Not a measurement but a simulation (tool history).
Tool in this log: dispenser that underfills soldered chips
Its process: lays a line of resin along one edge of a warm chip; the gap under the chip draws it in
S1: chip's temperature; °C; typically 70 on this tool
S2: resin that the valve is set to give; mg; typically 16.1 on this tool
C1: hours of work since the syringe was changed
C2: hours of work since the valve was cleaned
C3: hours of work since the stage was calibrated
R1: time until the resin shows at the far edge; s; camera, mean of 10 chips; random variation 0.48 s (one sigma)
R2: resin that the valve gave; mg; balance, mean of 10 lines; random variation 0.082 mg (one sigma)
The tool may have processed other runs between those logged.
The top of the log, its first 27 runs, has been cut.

-- hour=158.0 new syringe of resin
run 28 hour=162.9 | S1=63 S2=17.9 | C1=3 C2=77 C3=179 | R1=63.2 R2=17.31
run 29 hour=169.6 | S1=63 S2=17.9 | C1=8 C2=82 C3=184 | R1=88.4 R2=17.36
-- hour=170.4 new syringe of resin
run 30 hour=173.7 | S1=63 S2=17.9 | C1=2 C2=85 C3=187 | R1=58.9 R2=17.28
run 31 hour=179.9 | S1=63 S2=17.9 | C1=7 C2=89 C3=191 | R1=78.5 R2=17.24
-- hour=182.8 new syringe of resin
run 32 hour=183.5 | S1=57 S2=17.3 | C1=1 C2=92 C3=194 | R1=66.2 R2=16.54
run 33 hour=190.5 | S1=57 S2=17.3 | C1=6 C2=97 C3=199 | R1=92.1 R2=16.69
run 34 hour=194.0 | S1=79 S2=18.2 | C1=8 C2=99 C3=201 | R1=45.4 R2=17.33
-- hour=195.4 new syringe of resin
run 35 hour=199.9 | S1=79 S2=18.2 | C1=3 C2=103 C3=205 | R1=33.8 R2=17.34

4 options for the next run, each taken on its own from the tool as it stands now. Forecast them:
-- hour=207.8 new syringe of resin
run A hour=207.8 | S1=58 S2=16.1 | C1=0 C2=109 C3=211 | R1=? R2=?
-- hour=207.8 new syringe of resin
run B hour=207.8 | S1=78 S2=14.9 | C1=0 C2=109 C3=211 | R1=? R2=?
-- hour=207.8 new syringe of resin
run C hour=207.8 | S1=61 S2=18.9 | C1=0 C2=109 C3=211 | R1=? R2=?
-- hour=207.8 new syringe of resin
run D hour=207.8 | S1=70 S2=19.4 | C1=0 C2=109 C3=211 | R1=? R2=?

run=A R1=63.4 R2=15.34
run=B R1=30.2 R2=14.30
run=C R1=55.5 R2=17.95
run=D R1=39.1 R2=18.47
Stripped of hidden state, with their random variation kept, the same runs would have yielded:
run=A R1=59.4 R2=16.09
run=B R1=28.3 R2=14.99
run=C R1=52.4 R2=18.82
run=D R1=37.1 R2=19.36

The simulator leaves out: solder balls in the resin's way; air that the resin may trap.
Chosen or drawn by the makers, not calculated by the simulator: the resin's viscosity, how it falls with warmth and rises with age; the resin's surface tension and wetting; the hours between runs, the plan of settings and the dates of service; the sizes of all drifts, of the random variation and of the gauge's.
